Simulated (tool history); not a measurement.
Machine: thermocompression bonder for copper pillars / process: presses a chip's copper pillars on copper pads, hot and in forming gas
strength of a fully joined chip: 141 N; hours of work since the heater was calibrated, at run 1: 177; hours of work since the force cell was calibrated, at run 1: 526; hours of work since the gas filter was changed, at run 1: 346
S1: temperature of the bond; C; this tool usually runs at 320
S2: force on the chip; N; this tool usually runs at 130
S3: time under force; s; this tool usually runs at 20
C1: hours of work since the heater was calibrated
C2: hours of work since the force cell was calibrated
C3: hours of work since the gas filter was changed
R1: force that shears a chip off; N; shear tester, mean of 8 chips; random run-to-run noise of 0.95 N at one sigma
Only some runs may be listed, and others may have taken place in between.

run,hour,S1,S2,S3,C1,C2,C3,R1
1,0,320,130,20,177,526,346,84
2,4.7,320,130,20,180,529,350,80
3,12.6,320,130,20,185,534,355,82.6
4,17.1,320,130,31,188,537,358,93
5,21.3,320,141,20,190,540,360,86.6
6,29.1,320,130,20,196,545,365,80.8
7,37.5,320,130,20,201,550,371,80.9
8,45.1,320,130,20,206,555,376,81.4
9,53.6,320,112,20,211,561,381,72.7
10,59.2,320,112,20,215,564,385,72.6
11,68.1,320,112,20,221,570,390,73.6
12,73.4,320,90,20,224,573,394,61.2
13,82.6,320,90,20,230,579,400,60.9
14,87.8,320,90,20,233,583,403,61.4
# hour 94.4: forming gas filter changed
15,96.2,320,90,20,239,588,1,66.3
16,104.5,320,90,20,244,593,6,67.6
17,110.5,320,90,20,248,597,10,65.9
18,119.8,320,130,20,254,603,16,90.6
19,129.6,320,130,20,260,609,23,88.2
20,138.5,320,130,20,266,615,28,86.8
21,146.3,320,130,20,271,620,33,87.1
22,151.2,320,130,20,274,623,37,89.7
23,161,320,130,20,280,630,43,85.4
24,165.8,320,157,32,283,633,46,110.6
25,170.4,320,157,32,286,636,49,110.6
26,176.4,320,85,45,290,639,53,80.9
# hour 178.8: force cell calibrated
27,187.3,295,147,17,296,5,59,69.3
28,191.2,295,147,17,299,8,62,67.8
# hour 200.5: force cell calibrated, once more
29,201,330,147,32,304,0,67,109.6
30,207.5,320,82,32,308,5,71,69.9
31,215.3,339,130,22,313,10,76,100.4
32,223.6,339,145,17,319,15,81,101.3
33,232.7,339,145,17,325,21,87,103.3
34,238.2,320,122,20,328,24,91,80.9
35,246.6,344,110,24,334,30,96,99.2
36,252.7,320,168,33,338,34,100,108.3
37,256.9,345,100,18,340,36,103,84.7
38,261.3,342,84,11,343,39,106,61.7
39,267,342,84,11,347,43,109,62.2
40,272.9,350,85,11,351,47,113,66.7

Subtracting, for every run, the result it would have given without the tool's unlogged condition from the measured result gives the following. The same run-to-run variation enters both numbers; the gauge's scatter may not:
Hidden conditions of the tool in this case: true temperature of the bond over the reading, C; force that reaches the chip, % of what is set; oxide that the forming gas leaves, % of the face; drift of the gauge itself on shear_n, %.
run,R1
1,-4.7
2,-4.6
3,-4.8
4,-5.7
5,-5.3
6,-5
7,-5.1
8,-5.2
9,-4.6
10,-4.7
11,-5
12,-4
13,-4.1
14,-4.2
15,+1
16,+1
17,+0.9
18,+0.9
19,+0.8
20,+0.6
21,+0.5
22,+0.5
23,+0.3
24,-0.1
25,-0.2
26,+0.1
27,+1
28,+1
29,-2.8
30,-2.5
31,-2.9
32,-3
33,-3.2
34,-3.1
35,-3.4
36,-3.7
37,-3.3
38,-2.6
39,-2.7
40,-2.9
